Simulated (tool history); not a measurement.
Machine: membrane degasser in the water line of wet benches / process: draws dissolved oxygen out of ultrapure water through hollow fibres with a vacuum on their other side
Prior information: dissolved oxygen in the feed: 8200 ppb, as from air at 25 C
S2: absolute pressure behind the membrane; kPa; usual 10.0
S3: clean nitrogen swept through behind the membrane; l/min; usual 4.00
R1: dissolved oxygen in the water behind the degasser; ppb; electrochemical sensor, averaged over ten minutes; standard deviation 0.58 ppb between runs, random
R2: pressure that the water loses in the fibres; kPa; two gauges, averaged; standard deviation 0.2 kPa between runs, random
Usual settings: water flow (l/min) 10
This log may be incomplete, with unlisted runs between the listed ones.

run 1 day=0.000 | water_flow_(l/min)=10 S2=10.0 S3=4.00 | R1=49.3 R2=46.57
run 2 day=3.221 | water_flow_(l/min)=10 S2=10.0 S3=4.18 | R1=47.0 R2=46.92
run 3 day=6.171 | water_flow_(l/min)=10 S2=10.0 S3=2.90 | R1=64.7 R2=46.29
run 4 day=9.029 | water_flow_(l/min)=10 S2=10.0 S3=2.90 | R1=65.9 R2=46.26
run 5 day=10.450 | water_flow_(l/min)=10 S2=10.0 S3=4.00 | R1=49.6 R2=46.52
run 6 day=12.621 | water_flow_(l/min)=10 S2=19.7 S3=4.00 | R1=108.0 R2=46.29
run 7 day=14.233 | water_flow_(l/min)=10 S2=10.0 S3=4.00 | R1=50.2 R2=46.46
run 8 day=16.788 | water_flow_(l/min)=10 S2=10.0 S3=4.00 | R1=49.1 R2=46.38
run 9 day=19.175 | water_flow_(l/min)=10 S2=10.0 S3=4.00 | R1=49.2 R2=46.90
run 10 day=22.433 | water_flow_(l/min)=10 S2=10.0 S3=4.00 | R1=49.3 R2=46.58
run 11 day=25.308 | water_flow_(l/min)=10 S2=10.0 S3=11.79 | R1=22.0 R2=46.36
run 12 day=27.917 | water_flow_(l/min)=10 S2=10.0 S3=11.79 | R1=20.9 R2=46.38
run 13 day=30.621 | water_flow_(l/min)=10 S2=10.0 S3=11.79 | R1=21.9 R2=46.68
run 14 day=33.450 | water_flow_(l/min)=10 S2=10.0 S3=11.79 | R1=21.5 R2=46.85
run 15 day=34.858 | water_flow_(l/min)=10 S2=10.0 S3=11.79 | R1=21.3 R2=46.85
run 16 day=36.788 | water_flow_(l/min)=10 S2=10.0 S3=4.00 | R1=50.2 R2=46.54
run 17 day=38.421 | water_flow_(l/min)=7 S2=10.0 S3=3.63 | R1=34.2 R2=32.55
run 18 day=40.250 | water_flow_(l/min)=6 S2=8.3 S3=7.76 | R1=11.0 R2=27.95
run 19 day=43.492 | water_flow_(l/min)=6 S2=8.3 S3=7.76 | R1=10.7 R2=27.88
run 20 day=45.333 | water_flow_(l/min)=12 S2=15.1 S3=1.71 | R1=206.1 R2=56.01
run 21 day=48.275 | water_flow_(l/min)=10 S2=15.8 S3=1.68 | R1=183.5 R2=46.54
run 22 day=49.808 | water_flow_(l/min)=10 S2=10.6 S3=2.25 | R1=85.1 R2=46.49
run 23 day=52.092 | water_flow_(l/min)=13 S2=10.0 S3=3.44 | R1=79.7 R2=60.42
run 24 day=53.946 | water_flow_(l/min)=12 S2=17.1 S3=3.52 | R1=128.1 R2=55.67
run 25 day=56.154 | water_flow_(l/min)=12 S2=16.9 S3=2.04 | R1=207.2 R2=56.34
run 26 day=58.988 | water_flow_(l/min)=10 S2=10.0 S3=3.11 | R1=60.7 R2=46.51
run 27 day=62.262 | water_flow_(l/min)=7 S2=6.9 S3=3.11 | R1=22.5 R2=32.71
run 28 day=64.804 | water_flow_(l/min)=7 S2=14.9 S3=8.02 | R1=28.0 R2=32.62
run 29 day=67.475 | water_flow_(l/min)=14 S2=7.7 S3=5.61 | R1=49.3 R2=65.06
run 30 day=69.733 | water_flow_(l/min)=12 S2=7.7 S3=5.61 | R1=36.8 R2=55.55
run 31 day=71.779 | water_flow_(l/min)=10 S2=10.0 S3=3.09 | R1=61.3 R2=46.70
run 32 day=74.433 | water_flow_(l/min)=7 S2=10.0 S3=2.95 | R1=40.7 R2=32.73

What if the next run were any one of these 3? Each begins from the tool's condition after run 32:
run A day=77.500 | water_flow_(l/min)=8 S2=22.3 S3=2.13 | R1=? R2=?
run B day=77.500 | water_flow_(l/min)=10 S2=16.5 S3=4.00 | R1=? R2=?
run C day=77.500 | water_flow_(l/min)=16 S2=23.5 S3=4.00 | R1=? R2=?

run=A R1=178.5 R2=37.46
run=B R1=88.8 R2=46.04
run=C R1=228.5 R2=74.60
Had the tool no hidden state, the same runs would have come out as:
run=A R1=178.3 R2=37.45
run=B R1=88.7 R2=46.03
run=C R1=228.4 R2=74.57
